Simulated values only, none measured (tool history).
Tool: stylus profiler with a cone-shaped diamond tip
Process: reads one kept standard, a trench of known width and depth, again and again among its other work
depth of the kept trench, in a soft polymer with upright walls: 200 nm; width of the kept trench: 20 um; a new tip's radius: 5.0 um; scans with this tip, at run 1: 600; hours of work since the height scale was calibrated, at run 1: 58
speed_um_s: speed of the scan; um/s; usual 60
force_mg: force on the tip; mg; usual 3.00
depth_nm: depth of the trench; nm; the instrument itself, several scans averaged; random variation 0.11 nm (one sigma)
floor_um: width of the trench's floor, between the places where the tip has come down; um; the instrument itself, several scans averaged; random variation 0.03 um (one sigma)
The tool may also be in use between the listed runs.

run	hour	speed_um_s	force_mg	scans with this tip	hours of work since the height scale was calibrated	depth_nm	floor_um
1	0.0	60	3.00	600	58	201.65	16.84
2	20.4	60	3.00	723	69	201.67	16.77
3	65.6	60	3.00	995	95	201.72	16.71
4	99.2	30	3.00	1197	115	201.59	16.74
5	140.4	30	3.00	1444	139	201.56	16.73
6	161.6	30	3.00	1571	151	201.80	16.71
7	207.0	60	3.00	1844	177	201.44	16.52
8	256.7	60	3.00	2143	206	201.54	16.44
9	297.9	60	3.00	2391	229	201.60	16.41
10	328.7	60	3.00	2576	247	201.48	16.38
11	359.7	60	1.29	2762	265	200.96	16.20
12	407.2	50	1.29	3048	292	200.94	16.22
13	452.7	50	1.29	3321	319	200.84	16.12
14	482.3	187	1.29	3499	336	200.84	15.21
15	507.3	60	3.00	3649	350	201.37	16.16
16	554.0	60	3.00	3930	377	201.56	16.07
17	585.4	196	3.00	4118	395	201.46	15.54

Run 18 comes next. What will it give?
18	618.0	196	3.00	4314	414	?	?

Run 18 gave depth_nm 201.51 nm, floor_um 15.46 um.
Without the tool's hidden state the same run would have given depth_nm 201.75 nm, floor_um 16.37 um.
